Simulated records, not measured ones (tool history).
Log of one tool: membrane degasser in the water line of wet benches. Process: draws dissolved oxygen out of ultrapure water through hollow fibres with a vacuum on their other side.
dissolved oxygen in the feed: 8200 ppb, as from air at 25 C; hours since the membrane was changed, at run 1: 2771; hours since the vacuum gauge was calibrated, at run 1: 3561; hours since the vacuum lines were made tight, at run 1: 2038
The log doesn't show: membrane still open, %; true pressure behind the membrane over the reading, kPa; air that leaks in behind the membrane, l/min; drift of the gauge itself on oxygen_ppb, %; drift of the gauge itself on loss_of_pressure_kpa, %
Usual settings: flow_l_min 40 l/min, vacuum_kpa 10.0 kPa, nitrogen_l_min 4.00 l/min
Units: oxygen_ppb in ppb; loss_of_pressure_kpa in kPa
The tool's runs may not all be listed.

| run | hour | flow_l_min | vacuum_kpa | nitrogen_l_min | hours since the membrane was changed | hours since the vacuum gauge was calibrated | hours since the vacuum lines were made tight | oxygen_ppb | loss_of_pressure_kpa |
|---|---|---|---|---|---|---|---|---|---|
| 1 | 0.0 | 40 | 10.0 | 4.00 | 2771 | 3561 | 2038 | 177.7 | 45.36 |
| 2 | 184.9 | 40 | 10.0 | 4.00 | 2956 | 3746 | 2223 | 175.3 | 44.99 |
| 3 | 336.6 | 40 | 10.0 | 4.00 | 3108 | 3898 | 2375 | 176.3 | 44.87 |
| 4 | 494.0 | 40 | 10.0 | 4.00 | 3265 | 4055 | 2532 | 179.2 | 45.01 |
| 5 | 578.5 | 40 | 10.0 | 4.00 | 3349 | 4140 | 2617 | 176.8 | 44.93 |
| 6 | 749.0 | 40 | 10.0 | 4.00 | 3520 | 4310 | 2787 | 176.9 | 45.15 |
| 7 | 882.4 | 40 | 10.0 | 4.00 | 3653 | 4443 | 2921 | 177.3 | 45.27 |
| 8 | 962.8 | 40 | 10.0 | 4.00 | 3734 | 4524 | 3001 | 179.7 | 45.24 |
| 9 | 1078.0 | 40 | 10.0 | 4.00 | 3849 | 4639 | 3116 | 180.3 | 45.15 |
|  | 1088.4 | vacuum gauge calibrated |
| 10 | 1258.3 | 40 | 10.0 | 4.00 | 4029 | 170 | 3296 | 180.2 | 45.12 |
| 11 | 1406.3 | 40 | 10.0 | 4.00 | 4177 | 318 | 3444 | 179.6 | 45.42 |
| 12 | 1564.0 | 40 | 10.0 | 4.00 | 4334 | 476 | 3602 | 180.9 | 45.22 |
| 13 | 1683.5 | 40 | 10.0 | 4.00 | 4454 | 595 | 3721 | 180.5 | 45.26 |
| 14 | 1851.4 | 40 | 10.0 | 4.00 | 4622 | 763 | 3889 | 180.7 | 45.59 |
|  | 1982.5 | vacuum gauge calibrated, once more |
| 15 | 2017.2 | 40 | 10.0 | 4.00 | 4787 | 35 | 4055 | 174.7 | 45.25 |
| 16 | 2179.0 | 40 | 10.0 | 4.00 | 4949 | 197 | 4216 | 179.6 | 45.77 |
| 17 | 2364.9 | 48 | 6.3 | 2.34 | 5135 | 382 | 4402 | 169.2 | 54.79 |
| 18 | 2529.1 | 25 | 6.3 | 2.34 | 5299 | 547 | 4566 | 81.9 | 28.53 |
| 19 | 2690.1 | 40 | 10.0 | 5.13 | 5460 | 708 | 4727 | 145.5 | 45.34 |
| 20 | 2773.3 | 40 | 10.0 | 5.13 | 5543 | 791 | 4811 | 144.7 | 45.78 |
| 21 | 2938.7 | 26 | 7.8 | 6.13 | 5709 | 956 | 4976 | 53.3 | 29.82 |
| 22 | 3033.7 | 26 | 7.8 | 6.06 | 5804 | 1051 | 5071 | 53.0 | 29.59 |
| 23 | 3217.0 | 40 | 8.5 | 7.82 | 5987 | 1235 | 5254 | 84.3 | 45.57 |
| 24 | 3385.8 | 40 | 7.5 | 7.82 | 6156 | 1403 | 5423 | 72.5 | 45.74 |
| 25 | 3484.4 | 31 | 8.9 | 5.96 | 6254 | 1502 | 5522 | 80.3 | 35.40 |
| 26 | 3651.5 | 40 | 19.1 | 1.66 | 6421 | 1669 | 5689 | 794.3 | 46.12 |
| 27 | 3735.2 | 40 | 19.1 | 1.66 | 6505 | 1753 | 5773 | 795.3 | 45.80 |
| 28 | 3826.6 | 28 | 6.4 | 1.64 | 6596 | 1844 | 5864 | 129.6 | 31.85 |
| 29 | 3967.1 | 36 | 11.7 | 3.65 | 6737 | 1985 | 6004 | 210.8 | 41.23 |
|  | 3989.2 | seals of the vacuum lines changed |
| 30 | 4153.3 | 40 | 8.8 | 8.16 | 6921 | 2169 | 164 | 86.4 | 46.11 |
| 31 | 4263.3 | 40 | 8.8 | 8.16 | 7031 | 2279 | 274 | 85.6 | 46.15 |

How the hidden state differs across the entries between the runs, from the last listed run before each to the first after it:
Between runs 9 and 10: vacuum gauge calibrated (hour 1088.4)
  membrane still open, %: 97.9 -> 97.8; true pressure behind the membrane over the reading, kPa: 0.13 -> 0.19; air that leaks in behind the membrane, l/min: 0.0135 -> 0.0142
  measured less the result without the state, oxygen_ppb: +6.2 -> +7.8 ppb; loss_of_pressure_kpa: +0.96 -> +1.00 kPa
Between runs 14 and 15: vacuum gauge calibrated, once more (hour 1982.5)
  membrane still open, %: 97.4 -> 97.3; true pressure behind the membrane over the reading, kPa: 0.21 -> -0.03; air that leaks in behind the membrane, l/min: 0.0161 -> 0.0167
  measured less the result without the state, oxygen_ppb: +8.8 -> +3.2 ppb; loss_of_pressure_kpa: +1.16 -> +1.21 kPa
Between runs 29 and 30: seals of the vacuum lines changed (hour 3989.2)
  membrane still open, %: 96.3 -> 96.2; true pressure behind the membrane over the reading, kPa: 0.03 -> 0.04; air that leaks in behind the membrane, l/min: 0.0233 -> 0.0034
  measured less the result without the state, oxygen_ppb: +6.4 -> +4.6 ppb; loss_of_pressure_kpa: +1.53 -> +1.75 kPa
